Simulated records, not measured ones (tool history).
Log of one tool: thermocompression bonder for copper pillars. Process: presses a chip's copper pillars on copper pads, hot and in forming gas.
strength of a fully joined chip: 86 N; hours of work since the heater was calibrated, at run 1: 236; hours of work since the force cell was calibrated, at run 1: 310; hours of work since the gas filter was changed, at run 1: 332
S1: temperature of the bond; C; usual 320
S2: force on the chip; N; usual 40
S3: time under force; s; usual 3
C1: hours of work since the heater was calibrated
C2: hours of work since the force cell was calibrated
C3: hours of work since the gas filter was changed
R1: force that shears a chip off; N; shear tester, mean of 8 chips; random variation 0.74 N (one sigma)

| run | hour | S1 | S2 | S3 | C1 | C2 | C3 | R1 |
|---|---|---|---|---|---|---|---|---|
| 1 | 0.0 | 320 | 40 | 3 | 236 | 310 | 332 | 54.9 |
| 2 | 12.9 | 320 | 40 | 5 | 244 | 318 | 340 | 61.7 |
| 3 | 25.8 | 334 | 40 | 3 | 252 | 326 | 348 | 58.2 |
| 4 | 33.0 | 334 | 40 | 3 | 256 | 330 | 352 | 58.8 |
| 5 | 38.6 | 320 | 40 | 3 | 260 | 334 | 356 | 53.9 |
| 6 | 51.0 | 314 | 40 | 3 | 267 | 341 | 363 | 52.0 |
| 7 | 60.5 | 320 | 40 | 3 | 273 | 347 | 369 | 53.2 |
| 8 | 71.0 | 320 | 40 | 3 | 279 | 353 | 375 | 53.7 |
| 9 | 76.4 | 320 | 40 | 3 | 283 | 357 | 379 | 53.0 |
| 10 | 87.2 | 320 | 40 | 3 | 289 | 363 | 385 | 54.6 |
| 11 | 100.1 | 320 | 40 | 3 | 297 | 371 | 393 | 53.4 |
| 12 | 110.7 | 320 | 26 | 3 | 304 | 378 | 400 | 37.9 |
| 13 | 118.8 | 320 | 26 | 3 | 309 | 383 | 404 | 38.2 |
| 14 | 130.2 | 320 | 26 | 3 | 315 | 389 | 411 | 37.2 |
| 15 | 139.8 | 320 | 46 | 3 | 321 | 395 | 417 | 59.9 |
| 16 | 146.7 | 320 | 46 | 3 | 325 | 399 | 421 | 58.3 |
| 17 | 157.0 | 324 | 40 | 3 | 332 | 406 | 428 | 54.4 |
| 18 | 163.9 | 324 | 40 | 3 | 336 | 410 | 432 | 53.8 |
| 19 | 174.8 | 320 | 40 | 3 | 342 | 417 | 438 | 52.5 |
| 20 | 183.6 | 320 | 40 | 3 | 348 | 422 | 444 | 55.8 |
| 21 | 190.6 | 302 | 36 | 9 | 352 | 426 | 448 | 60.7 |
| 22 | 202.9 | 320 | 53 | 5 | 360 | 434 | 456 | 70.8 |
| 23 | 215.1 | 312 | 40 | 2 | 367 | 441 | 463 | 44.2 |
| 24 | 226.5 | 312 | 48 | 2 | 374 | 448 | 470 | 52.6 |
| 25 | 235.8 | 320 | 52 | 5 | 380 | 454 | 476 | 71.5 |
|  | 238.0 | forming gas filter changed |
| 26 | 249.6 | 320 | 52 | 5 | 388 | 462 | 7 | 68.8 |
| 27 | 259.5 | 320 | 52 | 5 | 394 | 468 | 13 | 71.3 |
| 28 | 269.6 | 320 | 32 | 3 | 400 | 474 | 19 | 46.0 |
| 29 | 280.4 | 320 | 32 | 3 | 406 | 480 | 26 | 44.7 |
| 30 | 293.5 | 320 | 56 | 4 | 414 | 488 | 34 | 70.1 |
| 31 | 299.5 | 320 | 56 | 4 | 418 | 492 | 37 | 70.0 |
| 32 | 308.9 | 334 | 42 | 3 | 424 | 498 | 43 | 60.4 |
| 33 | 316.0 | 337 | 26 | 4 | 428 | 502 | 47 | 48.4 |
| 34 | 324.0 | 337 | 26 | 4 | 433 | 507 | 52 | 46.6 |
| 35 | 335.6 | 337 | 26 | 4 | 440 | 514 | 59 | 47.0 |
| 36 | 342.7 | 326 | 46 | 3 | 444 | 518 | 64 | 61.7 |
| 37 | 351.0 | 329 | 40 | 3 | 449 | 523 | 69 | 55.2 |
| 38 | 362.5 | 340 | 25 | 3 | 456 | 530 | 76 | 42.0 |
| 39 | 374.5 | 340 | 29 | 7 | 463 | 537 | 83 | 60.6 |

Forecast each of these 4 alternatives for the next run:
| A | 386.5 | 318 | 40 | 3 | 471 | 545 | 90 | ? |
| B | 386.5 | 320 | 35 | 3 | 471 | 545 | 90 | ? |
| C | 386.5 | 320 | 59 | 4 | 471 | 545 | 90 | ? |
| D | 386.5 | 340 | 27 | 7 | 471 | 545 | 90 | ? |

| run | R1 |
|---|---|
| A | 52.5 |
| B | 48.7 |
| C | 71.5 |
| D | 57.8 |
Without the tool's hidden state the same runs would have given:
| run | R1 |
|---|---|
| A | 52.5 |
| B | 48.8 |
| C | 71.5 |
| D | 57.9 |
